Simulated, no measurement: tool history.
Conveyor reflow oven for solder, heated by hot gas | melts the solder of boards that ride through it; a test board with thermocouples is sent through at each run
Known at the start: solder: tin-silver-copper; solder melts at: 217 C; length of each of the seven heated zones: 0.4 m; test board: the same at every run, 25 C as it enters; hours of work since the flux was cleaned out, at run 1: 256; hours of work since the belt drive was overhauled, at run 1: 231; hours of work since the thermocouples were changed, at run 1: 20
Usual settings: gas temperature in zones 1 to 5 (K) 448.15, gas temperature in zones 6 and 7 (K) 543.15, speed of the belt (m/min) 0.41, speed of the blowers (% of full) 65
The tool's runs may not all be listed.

| run | day | gas temperature in zones 1 to 5 (K) | gas temperature in zones 6 and 7 (K) | speed of the belt (m/min) | speed of the blowers (% of full) | hours of work since the flux was cleaned out | hours of work since the belt drive was overhauled | hours of work since the thermocouples were changed | highest temperature of the board (K) | time above the solder's melting point (s) |
|---|---|---|---|---|---|---|---|---|---|---|
| 1 | 0 | 448.15 | 543.15 | 0.41 | 65 | 256 | 231 | 20 | 532.75 | 97.3 |
| 2 | 0.567 | 458.15 | 543.15 | 0.41 | 65 | 265 | 240 | 29 | 534.03 | 104.1 |
| 3 | 1.042 | 458.15 | 543.15 | 0.41 | 65 | 272 | 247 | 36 | 534.11 | 104.1 |
| 4 | 1.325 | 458.15 | 543.15 | 0.41 | 65 | 276 | 251 | 40 | 534.03 | 104.2 |
| 5 | 1.833 | 448.15 | 543.15 | 0.41 | 65 | 284 | 259 | 48 | 532.82 | 97.6 |
| 6 | 2.308 | 448.15 | 543.15 | 0.41 | 65 | 291 | 266 | 55 | 532.71 | 97.6 |
| 7 | 2.633 | 444.15 | 543.15 | 0.41 | 65 | 296 | 271 | 60 | 532.4 | 95 |
| 8 | 2.912 | 448.15 | 543.15 | 0.41 | 65 | 300 | 275 | 64 | 532.69 | 97.7 |
| 9 | 3.55 | 463.15 | 543.15 | 0.41 | 65 | 309 | 284 | 73 | 534.58 | 107.7 |
| 10 | 4.075 | 463.15 | 543.15 | 0.41 | 65 | 317 | 292 | 81 | 534.44 | 107.6 |
| 11 | 4.542 | 440.15 | 543.15 | 0.41 | 65 | 324 | 299 | 88 | 531.8 | 92.7 |
| 12 | 5.092 | 442.15 | 543.15 | 0.351 | 65 | 332 | 307 | 96 | 535.91 | 115 |
|  | 5.554 | flux residue cleaned out of gas plates and filters |
| 13 | 5.775 | 448.15 | 543.15 | 0.379 | 65 | 3 | 314 | 103 | 535.72 | 109.1 |
| 14 | 6.388 | 448.15 | 543.15 | 0.379 | 65 | 12 | 323 | 112 | 535.61 | 109.1 |
| 15 | 6.767 | 448.15 | 539.15 | 0.485 | 65 | 18 | 329 | 118 | 525.71 | 75.7 |
| 16 | 7.4 | 447.15 | 540.15 | 0.422 | 69 | 28 | 339 | 127 | 530.76 | 93.1 |
| 17 | 7.962 | 447.15 | 540.15 | 0.422 | 69 | 36 | 347 | 136 | 530.61 | 92.9 |
| 18 | 8.446 | 453.15 | 543.15 | 0.428 | 86 | 43 | 354 | 143 | 535.44 | 98.6 |

Forecast each of these 4 alternatives for the next run:
| A | 8.717 | 453.15 | 555.15 | 0.38 | 59 | 47 | 358 | 147 | ? | ? |
| B | 8.717 | 453.15 | 543.15 | 0.472 | 86 | 47 | 358 | 147 | ? | ? |
| C | 8.717 | 453.15 | 544.15 | 0.428 | 86 | 47 | 358 | 147 | ? | ? |
| D | 8.717 | 449.15 | 543.15 | 0.436 | 81 | 47 | 358 | 147 | ? | ? |

| run | highest temperature of the board (K) | time above the solder's melting point (s) |
|---|---|---|
| A | 546.99 | 119.1 |
| B | 533.29 | 87.2 |
| C | 536.44 | 99.4 |
| D | 534.17 | 93.6 |
Without the tool's hidden state the same runs would have given:
| run | highest temperature of the board (K) | time above the solder's melting point (s) |
|---|---|---|
| A | 546.28 | 118.4 |
| B | 532.67 | 86.5 |
| C | 535.78 | 98.7 |
| D | 533.52 | 92.9 |
